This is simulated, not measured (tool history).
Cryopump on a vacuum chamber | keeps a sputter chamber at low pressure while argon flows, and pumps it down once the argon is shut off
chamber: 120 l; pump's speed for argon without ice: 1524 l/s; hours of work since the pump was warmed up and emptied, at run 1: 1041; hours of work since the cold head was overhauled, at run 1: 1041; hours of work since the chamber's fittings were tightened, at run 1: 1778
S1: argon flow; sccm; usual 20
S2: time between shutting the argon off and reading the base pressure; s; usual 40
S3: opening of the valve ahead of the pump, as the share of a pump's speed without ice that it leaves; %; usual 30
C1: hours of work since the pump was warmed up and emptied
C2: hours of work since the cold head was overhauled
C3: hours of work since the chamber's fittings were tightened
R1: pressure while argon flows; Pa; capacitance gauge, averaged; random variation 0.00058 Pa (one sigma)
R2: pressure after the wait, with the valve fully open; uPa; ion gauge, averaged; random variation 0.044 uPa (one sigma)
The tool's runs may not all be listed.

run   hour  S1  S2  S3    C1    C2    C3      R1    R2
  1      0  20  40  30  1041  1041  1778  0.0818   3.6
  2   24.7  20  40  30  1063  1063  1800   0.083  3.57
      29.2  -- leaking fittings of the chamber tightened, without venting
  3   49.4  20  40  30  1083  1083    18  0.0822  2.74
  4   77.5  20  40  30  1108  1108    43  0.0817   2.8
  5  114.5  20  40  30  1141  1141    75  0.0838  2.85
  6  135.2  20  40  30  1159  1159    94  0.0833  2.82
     154.7  -- pump warmed up, emptied and cooled again
  7  170.1  16  40  30    14  1186   120  0.0596   2.7
  8  209.5  20  40  30    48  1220   155  0.0745  2.71
  9  248.8  17  39  18    83  1255   190  0.1047  2.84

Forecast run 10:
 10   278  20  125  30  109  1281  215   ?   ?

{"run 10": {"R1": 0.0752, "R2": 1.09}}
Without the tool's hidden state the same run would have given R1 0.0741 Pa, R2 0.97 uPa.
